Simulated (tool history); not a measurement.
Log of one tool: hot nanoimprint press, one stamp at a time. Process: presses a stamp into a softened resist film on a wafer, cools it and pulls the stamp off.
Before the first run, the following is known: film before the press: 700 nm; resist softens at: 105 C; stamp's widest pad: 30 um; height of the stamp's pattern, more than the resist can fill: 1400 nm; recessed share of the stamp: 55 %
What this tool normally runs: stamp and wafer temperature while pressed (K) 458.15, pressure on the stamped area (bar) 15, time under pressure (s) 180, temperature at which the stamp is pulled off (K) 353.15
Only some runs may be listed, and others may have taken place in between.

run,day,stamp and wafer temperature while pressed (K),pressure on the stamped area (bar),time under pressure (s),temperature at which the stamp is pulled off (K),resist left under the stamp's widest pad (nm),greatest force while the stamp is pulled off (N)
1,0,458.15,15,180,353.15,413.7,126
2,0.925,458.15,15,180,353.15,416,124
3,2.092,458.15,15,144,353.15,439.5,124
4,3.512,458.15,15,144,353.15,442.8,128
5,4.112,469.15,15,144,353.15,305.4,124
6,5.392,458.15,9.7,180,353.15,485.9,128
7,6.729,458.15,9.7,180,353.15,485.9,128
8,7.646,458.15,9.7,180,353.15,487.7,136
9,8.75,458.15,9.7,180,353.15,484.7,133
10,9.825,458.15,9.7,180,353.15,482.9,137
11,11.196,458.15,15,180,353.15,411.1,136
12,12.138,458.15,15,180,344.15,411.1,171
13,13.146,458.15,15,180,344.15,411.4,173
14,14.604,458.15,20.6,180,353.15,358.8,141
15,15.812,458.15,20.6,180,353.15,357.5,140
16,16.983,458.15,22.8,234,340.15,314.5,194
17,18.233,468.15,9.6,180,347.15,357.1,167
# day 19.358: press's hydraulic seals changed and the load cell set to zero
# day 19.933: stamp cleaned and given a new release coat
18,20.283,458.15,15,180,353.15,400.9,124
19,21.146,458.15,15,228,353.15,370.5,125
20,21.796,458.15,15,228,353.15,373,123
21,22.571,458.15,15,247,355.15,362.7,118
22,23.342,458.15,15,171,353.15,406.7,119
23,24.629,458.15,15.9,108,353.15,450.6,123
24,25.5,458.15,21.1,108,340.15,400.9,174
25,26.371,458.15,21.1,108,340.15,402.2,165
26,27.642,465.15,19,171,349.15,281.5,137
27,28.542,452.15,15,180,353.15,486.1,132
28,29.804,452.15,18.5,130,353.15,484.3,126

What if the next run were any one of these 4? Each begins from the tool's condition after run 28:
A,30.454,470.15,10.4,287,353.15,?,?
B,30.454,456.15,18.5,130,353.15,?,?
C,30.454,451.15,18.5,130,353.15,?,?
D,30.454,466.15,18.3,130,340.15,?,?

run,resist left under the stamp's widest pad (nm),greatest force while the stamp is pulled off (N)
A,269.5,131
B,429,132
C,504,135
D,304.3,174
With the hidden condition removed and each run's random variation left untouched, the same runs would have given:
run,resist left under the stamp's widest pad (nm),greatest force while the stamp is pulled off (N)
A,276.6,121
B,439.3,121
C,514.4,125
D,312.1,159

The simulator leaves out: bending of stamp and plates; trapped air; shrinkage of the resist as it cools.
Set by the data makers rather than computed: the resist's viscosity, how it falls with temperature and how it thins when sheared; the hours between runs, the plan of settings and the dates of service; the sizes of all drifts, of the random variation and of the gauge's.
